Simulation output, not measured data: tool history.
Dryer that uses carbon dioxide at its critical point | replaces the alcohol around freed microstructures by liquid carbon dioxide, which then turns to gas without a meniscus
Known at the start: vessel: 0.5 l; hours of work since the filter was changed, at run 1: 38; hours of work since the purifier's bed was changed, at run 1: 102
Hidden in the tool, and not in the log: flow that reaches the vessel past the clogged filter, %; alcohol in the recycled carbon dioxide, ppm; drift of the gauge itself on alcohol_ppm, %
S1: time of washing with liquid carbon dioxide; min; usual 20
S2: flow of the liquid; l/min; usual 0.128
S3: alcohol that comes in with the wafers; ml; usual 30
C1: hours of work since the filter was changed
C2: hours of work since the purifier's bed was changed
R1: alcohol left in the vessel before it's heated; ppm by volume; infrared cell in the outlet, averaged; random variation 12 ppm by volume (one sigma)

run 1 hour=0.0 | S1=20 S2=0.128 S3=30 | C1=38 C2=102 | R1=831
run 2 hour=14.7 | S1=20 S2=0.128 S3=30 | C1=44 C2=109 | R1=881
run 3 hour=37.2 | S1=16 S2=0.128 S3=30 | C1=54 C2=119 | R1=2119
run 4 hour=57.7 | S1=16 S2=0.128 S3=36 | C1=63 C2=128 | R1=2600
run 5 hour=90.9 | S1=16 S2=0.128 S3=36 | C1=77 C2=142 | R1=2740
run 6 hour=120.4 | S1=20 S2=0.128 S3=30 | C1=90 C2=155 | R1=1066
run 7 hour=147.0 | S1=20 S2=0.128 S3=30 | C1=102 C2=167 | R1=1116
run 8 hour=177.3 | S1=20 S2=0.128 S3=30 | C1=115 C2=180 | R1=1188
run 9 hour=192.9 | S1=20 S2=0.081 S3=30 | C1=122 C2=187 | R1=4792
run 10 hour=226.1 | S1=20 S2=0.081 S3=30 | C1=136 C2=201 | R1=5128
run 11 hour=251.1 | S1=20 S2=0.081 S3=30 | C1=147 C2=212 | R1=5091
run 12 hour=276.0 | S1=29 S2=0.207 S3=32 | C1=158 C2=223 | R1=27
-- hour=282.9 inlet filter changed
run 13 hour=293.1 | S1=18 S2=0.121 S3=47 | C1=4 C2=230 | R1=2175
run 14 hour=309.5 | S1=18 S2=0.121 S3=47 | C1=12 C2=237 | R1=2241
run 15 hour=328.4 | S1=26 S2=0.155 S3=76 | C1=20 C2=246 | R1=188
run 16 hour=360.7 | S1=16 S2=0.179 S3=76 | C1=34 C2=260 | R1=1390
run 17 hour=385.6 | S1=16 S2=0.179 S3=90 | C1=45 C2=271 | R1=1755
run 18 hour=417.9 | S1=20 S2=0.085 S3=93 | C1=59 C2=285 | R1=11091
run 19 hour=439.6 | S1=20 S2=0.085 S3=93 | C1=68 C2=294 | R1=11485
run 20 hour=474.1 | S1=25 S2=0.191 S3=25 | C1=84 C2=309 | R1=56
run 21 hour=493.0 | S1=25 S2=0.191 S3=25 | C1=92 C2=318 | R1=50
run 22 hour=509.0 | S1=25 S2=0.159 S3=25 | C1=99 C2=325 | R1=128

Hidden state or all else? Some run-to-run changes of R1, split into what the settings, what came in and random variation would give without the hidden state, and what is left for the hidden state (with any gauge scatter that isn't in both results):
Run 11 -> 12: S1 20 -> 29, S2 0.081 -> 0.207, S3 30 -> 32. R1 -5064 ppm by volume: hidden state -1793, all else -3271.
Run 17 -> 18: S1 16 -> 20, S2 0.179 -> 0.085, S3 90 -> 93. R1 +9336 ppm by volume: hidden state +1560, all else +7776.
Run 19 -> 20: S1 20 -> 25, S2 0.085 -> 0.191, S3 93 -> 25. R1 -11429 ppm by volume: hidden state -2237, all else -9192.
